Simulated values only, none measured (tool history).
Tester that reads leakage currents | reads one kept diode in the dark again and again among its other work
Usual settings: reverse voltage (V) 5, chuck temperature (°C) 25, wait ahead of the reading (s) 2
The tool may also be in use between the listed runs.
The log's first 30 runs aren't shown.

run	hour	reverse voltage (V)	chuck temperature (°C)	wait ahead of the reading (s)	current that the tester gives (pA)
31	1750	5	35	2	398.47
32	1836	8.39	21	6.97	151.04
33	1907.9	8.39	21	6.97	150.92
34	1976.3	3.91	22	1.74	109.05
35	2021.5	5.45	25	0.53	174.59
36	2092.7	2.9	23	0.53	102.68
# hour 2107.3: tester calibrated
37	2187.9	2.9	59	1.16	1955.43
38	2231	2.9	59	1.16	1966.47
39	2300.9	2.9	59	1.16	1965

5 ways to go on from here, each from the tool as it stands after run 39. What would each give?
A	2340	5	25	4.37	?
B	2340	1.31	56	2	?
C	2340	1.18	59	1.46	?
D	2340	3.78	59	1.58	?
E	2340	5	22	0.66	?

run	current that the tester gives (pA)
A	165.1
B	1011.84
C	1194.22
D	2275.42
E	126.46
Without the tool's hidden state the same runs would have given:
run	current that the tester gives (pA)
A	165.04
B	1012.44
C	1194.94
D	2276.73
E	126.38

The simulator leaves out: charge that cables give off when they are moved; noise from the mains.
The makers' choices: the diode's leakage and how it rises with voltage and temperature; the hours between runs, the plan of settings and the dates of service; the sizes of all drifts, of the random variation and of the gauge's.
